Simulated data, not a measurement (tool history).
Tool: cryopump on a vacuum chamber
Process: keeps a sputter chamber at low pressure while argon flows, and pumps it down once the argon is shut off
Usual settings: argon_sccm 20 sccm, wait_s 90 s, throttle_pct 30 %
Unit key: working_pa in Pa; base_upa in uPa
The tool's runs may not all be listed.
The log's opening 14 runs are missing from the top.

{"run": 15, "hour": 712.1, "argon_sccm": 9, "wait_s": 90, "throttle_pct": 30, "working_pa": 0.0223, "base_upa": 0.82}
{"run": 16, "hour": 774.9, "argon_sccm": 20, "wait_s": 90, "throttle_pct": 30, "working_pa": 0.0497, "base_upa": 0.79}
{"run": 17, "hour": 833.4, "argon_sccm": 9, "wait_s": 90, "throttle_pct": 30, "working_pa": 0.0221, "base_upa": 0.86}
{"run": 18, "hour": 868.5, "argon_sccm": 9, "wait_s": 55, "throttle_pct": 33, "working_pa": 0.0205, "base_upa": 1.08}
{"run": 19, "hour": 907.7, "argon_sccm": 17, "wait_s": 59, "throttle_pct": 19, "working_pa": 0.0655, "base_upa": 1.08}
{"run": 20, "hour": 970.9, "argon_sccm": 17, "wait_s": 59, "throttle_pct": 19, "working_pa": 0.0664, "base_upa": 1.11}
{"run": 21, "hour": 1015.4, "argon_sccm": 11, "wait_s": 90, "throttle_pct": 20, "working_pa": 0.0411, "base_upa": 0.84}
{"run": 22, "hour": 1081.3, "argon_sccm": 21, "wait_s": 64, "throttle_pct": 24, "working_pa": 0.0655, "base_upa": 1.03}
{"hour": 1132.7, "done": "pump warmed up, emptied and cooled again"}
{"run": 23, "hour": 1132.8, "argon_sccm": 16, "wait_s": 110, "throttle_pct": 52, "working_pa": 0.0221, "base_upa": 0.78}
{"run": 24, "hour": 1169.4, "argon_sccm": 9, "wait_s": 61, "throttle_pct": 53, "working_pa": 0.0125, "base_upa": 1.03}
{"run": 25, "hour": 1234.8, "argon_sccm": 9, "wait_s": 30, "throttle_pct": 59, "working_pa": 0.0109, "base_upa": 1.69}
{"run": 26, "hour": 1275.6, "argon_sccm": 9, "wait_s": 30, "throttle_pct": 59, "working_pa": 0.0112, "base_upa": 1.76}
{"run": 27, "hour": 1321.7, "argon_sccm": 30, "wait_s": 30, "throttle_pct": 59, "working_pa": 0.0376, "base_upa": 1.74}
{"run": 28, "hour": 1385.7, "argon_sccm": 17, "wait_s": 97, "throttle_pct": 31, "working_pa": 0.0401, "base_upa": 0.82}
{"run": 29, "hour": 1430.6, "argon_sccm": 17, "wait_s": 36, "throttle_pct": 31, "working_pa": 0.0399, "base_upa": 1.53}
{"run": 30, "hour": 1485.0, "argon_sccm": 14, "wait_s": 67, "throttle_pct": 54, "working_pa": 0.0196, "base_upa": 1.02}
{"run": 31, "hour": 1518.6, "argon_sccm": 8, "wait_s": 90, "throttle_pct": 47, "working_pa": 0.0126, "base_upa": 0.87}
{"run": 32, "hour": 1565.5, "argon_sccm": 10, "wait_s": 90, "throttle_pct": 16, "working_pa": 0.0456, "base_upa": 0.9}
{"run": 33, "hour": 1600.5, "argon_sccm": 35, "wait_s": 33, "throttle_pct": 31, "working_pa": 0.0831, "base_upa": 1.66}
{"run": 34, "hour": 1645.3, "argon_sccm": 35, "wait_s": 33, "throttle_pct": 31, "working_pa": 0.083, "base_upa": 1.66}

Each row is a separate what-if for the run after 34, all from the same tool condition, not one after another. Results?
{"run": "A", "hour": 1708.3, "argon_sccm": 11, "wait_s": 33, "throttle_pct": 18, "working_pa": "?", "base_upa": "?"}
{"run": "B", "hour": 1708.3, "argon_sccm": 31, "wait_s": 90, "throttle_pct": 30, "working_pa": "?", "base_upa": "?"}
{"run": "C", "hour": 1708.3, "argon_sccm": 31, "wait_s": 90, "throttle_pct": 22, "working_pa": "?", "base_upa": "?"}

run=A working_pa=0.0450 base_upa=1.68
run=B working_pa=0.0761 base_upa=0.87
run=C working_pa=0.1030 base_upa=0.88
Had the tool no hidden state, the same runs would have come out as:
run=A working_pa=0.0442 base_upa=1.37
run=B working_pa=0.0738 base_upa=0.56
run=C working_pa=0.1006 base_upa=0.56
